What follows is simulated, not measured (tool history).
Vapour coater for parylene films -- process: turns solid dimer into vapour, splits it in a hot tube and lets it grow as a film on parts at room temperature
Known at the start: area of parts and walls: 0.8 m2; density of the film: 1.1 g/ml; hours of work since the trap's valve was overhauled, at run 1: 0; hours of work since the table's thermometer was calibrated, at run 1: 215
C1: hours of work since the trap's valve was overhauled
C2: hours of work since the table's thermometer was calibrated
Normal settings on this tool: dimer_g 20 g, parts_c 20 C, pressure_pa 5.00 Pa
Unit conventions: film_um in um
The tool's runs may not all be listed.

run 1 day=0.000 | dimer_g=20 parts_c=20 pressure_pa=5.00 | C1=0 C2=215 | film_um=15.30
run 2 day=1.483 | dimer_g=20 parts_c=30 pressure_pa=5.00 | C1=23 C2=238 | film_um=10.01
run 3 day=4.050 | dimer_g=20 parts_c=20 pressure_pa=5.00 | C1=63 C2=277 | film_um=14.75
run 4 day=5.546 | dimer_g=20 parts_c=20 pressure_pa=5.00 | C1=86 C2=300 | film_um=14.62
run 5 day=8.038 | dimer_g=20 parts_c=20 pressure_pa=5.00 | C1=124 C2=339 | film_um=14.70
run 6 day=11.142 | dimer_g=18 parts_c=20 pressure_pa=5.00 | C1=172 C2=387 | film_um=12.71
run 7 day=12.688 | dimer_g=18 parts_c=20 pressure_pa=5.00 | C1=196 C2=410 | film_um=12.76
run 8 day=15.450 | dimer_g=24 parts_c=20 pressure_pa=5.00 | C1=238 C2=453 | film_um=16.48
run 9 day=17.754 | dimer_g=24 parts_c=14 pressure_pa=5.00 | C1=274 C2=489 | film_um=21.08
run 10 day=19.596 | dimer_g=24 parts_c=20 pressure_pa=5.00 | C1=302 C2=517 | film_um=16.15
run 11 day=21.242 | dimer_g=24 parts_c=20 pressure_pa=5.00 | C1=328 C2=543 | film_um=16.14
-- day=21.588 trap's valve overhauled
run 12 day=22.679 | dimer_g=24 parts_c=22 pressure_pa=5.00 | C1=17 C2=562 | film_um=16.66
run 13 day=24.796 | dimer_g=20 parts_c=19 pressure_pa=5.00 | C1=49 C2=595 | film_um=15.28
run 14 day=27.808 | dimer_g=20 parts_c=20 pressure_pa=5.00 | C1=96 C2=641 | film_um=14.57
run 15 day=30.546 | dimer_g=12 parts_c=13 pressure_pa=4.51 | C1=138 C2=684 | film_um=11.66
run 16 day=33.288 | dimer_g=9 parts_c=29 pressure_pa=5.00 | C1=181 C2=726 | film_um=4.37
run 17 day=35.004 | dimer_g=8 parts_c=15 pressure_pa=4.87 | C1=207 C2=752 | film_um=6.82
run 18 day=37.871 | dimer_g=8 parts_c=15 pressure_pa=4.87 | C1=251 C2=797 | film_um=6.77
run 19 day=40.975 | dimer_g=31 parts_c=20 pressure_pa=9.02 | C1=299 C2=845 | film_um=18.22
-- day=43.258 trap's valve overhauled
run 20 day=43.258 | dimer_g=31 parts_c=20 pressure_pa=9.02 | C1=0 C2=877 | film_um=20.74
run 21 day=44.708 | dimer_g=31 parts_c=20 pressure_pa=9.02 | C1=22 C2=900 | film_um=20.15
run 22 day=47.725 | dimer_g=18 parts_c=20 pressure_pa=11.01 | C1=69 C2=946 | film_um=11.08
run 23 day=49.421 | dimer_g=26 parts_c=20 pressure_pa=10.35 | C1=95 C2=972 | film_um=16.02
run 24 day=51.654 | dimer_g=26 parts_c=20 pressure_pa=10.35 | C1=130 C2=1007 | film_um=15.67
run 25 day=54.583 | dimer_g=22 parts_c=20 pressure_pa=2.33 | C1=175 C2=1052 | film_um=18.21
run 26 day=57.542 | dimer_g=22 parts_c=20 pressure_pa=2.33 | C1=220 C2=1098 | film_um=17.91
run 27 day=59.267 | dimer_g=13 parts_c=15 pressure_pa=8.43 | C1=247 C2=1124 | film_um=9.64
run 28 day=61.604 | dimer_g=13 parts_c=15 pressure_pa=8.43 | C1=283 C2=1160 | film_um=9.58

Forecast each of these 5 alternatives for the next run:
-- day=64.800 trap's valve overhauled
run A day=64.800 | dimer_g=13 parts_c=19 pressure_pa=3.70 | C1=0 C2=1207 | film_um=?
-- day=64.800 trap's valve overhauled
run B day=64.800 | dimer_g=32 parts_c=15 pressure_pa=10.18 | C1=0 C2=1207 | film_um=?
-- day=64.800 trap's valve overhauled
run C day=64.800 | dimer_g=20 parts_c=20 pressure_pa=4.73 | C1=0 C2=1207 | film_um=?
-- day=64.800 trap's valve overhauled
run D day=64.800 | dimer_g=20 parts_c=20 pressure_pa=5.06 | C1=0 C2=1207 | film_um=?
-- day=64.800 trap's valve overhauled
run E day=64.800 | dimer_g=22 parts_c=19 pressure_pa=4.87 | C1=0 C2=1207 | film_um=?

run=A film_um=10.89
run=B film_um=24.74
run=C film_um=15.05
run=D film_um=14.70
run=E film_um=17.08
With no hidden state in the tool, these same runs would have given:
run=A film_um=11.13
run=B film_um=25.30
run=C film_um=15.39
run=D film_um=15.04
run=E film_um=17.47
